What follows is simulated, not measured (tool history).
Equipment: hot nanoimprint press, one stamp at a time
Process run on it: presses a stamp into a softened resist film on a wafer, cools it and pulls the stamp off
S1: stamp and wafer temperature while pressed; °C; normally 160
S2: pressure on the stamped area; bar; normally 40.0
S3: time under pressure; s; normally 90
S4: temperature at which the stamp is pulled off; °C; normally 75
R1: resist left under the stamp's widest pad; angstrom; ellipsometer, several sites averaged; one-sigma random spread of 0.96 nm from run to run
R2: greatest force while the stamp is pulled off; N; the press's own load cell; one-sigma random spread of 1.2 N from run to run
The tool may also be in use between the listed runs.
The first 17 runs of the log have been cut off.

| run | hour | S1 | S2 | S3 | S4 | R1 | R2 |
|---|---|---|---|---|---|---|---|
| 18 | 276.0 | 163 | 25.2 | 54 | 74 | 1633 | 99 |
| 19 | 287.0 | 151 | 50.1 | 66 | 68 | 2041 | 111 |
| 20 | 307.5 | 169 | 36.4 | 177 | 66 | 635 | 113 |
| 21 | 320.5 | 169 | 32.2 | 177 | 66 | 680 | 117 |
| 22 | 333.8 | 158 | 53.4 | 68 | 82 | 1471 | 86 |
|  | 346.0 | stamp cleaned and given a new release coat |
| 23 | 359.5 | 156 | 40.0 | 125 | 64 | 1505 | 112 |
| 24 | 370.0 | 156 | 40.0 | 125 | 64 | 1500 | 111 |
| 25 | 383.5 | 160 | 51.8 | 90 | 63 | 1228 | 115 |
| 26 | 403.8 | 168 | 51.8 | 90 | 63 | 759 | 114 |
| 27 | 420.3 | 168 | 60.4 | 125 | 75 | 611 | 95 |
| 28 | 431.9 | 168 | 28.9 | 99 | 70 | 955 | 104 |
| 29 | 446.5 | 162 | 27.9 | 177 | 63 | 1097 | 117 |
| 30 | 457.9 | 162 | 27.9 | 177 | 63 | 1102 | 119 |
| 31 | 477.1 | 162 | 27.9 | 177 | 63 | 1098 | 118 |

Consider 3 possible next runs. They are alternatives, not a sequence: every one starts from the tool as it was left by run 31. What does each give?
| A | 494.1 | 162 | 27.9 | 85 | 63 | ? | ? |
| B | 494.1 | 164 | 42.8 | 90 | 68 | ? | ? |
| C | 494.1 | 151 | 38.6 | 90 | 75 | ? | ? |

| run | R1 | R2 |
|---|---|---|
| A | 1408 | 121 |
| B | 1060 | 108 |
| C | 2022 | 98 |
Take away the tool's hidden state, keep each run's random variation, and the runs would have read:
| run | R1 | R2 |
|---|---|---|
| A | 1425 | 114 |
| B | 1072 | 103 |
| C | 2036 | 93 |
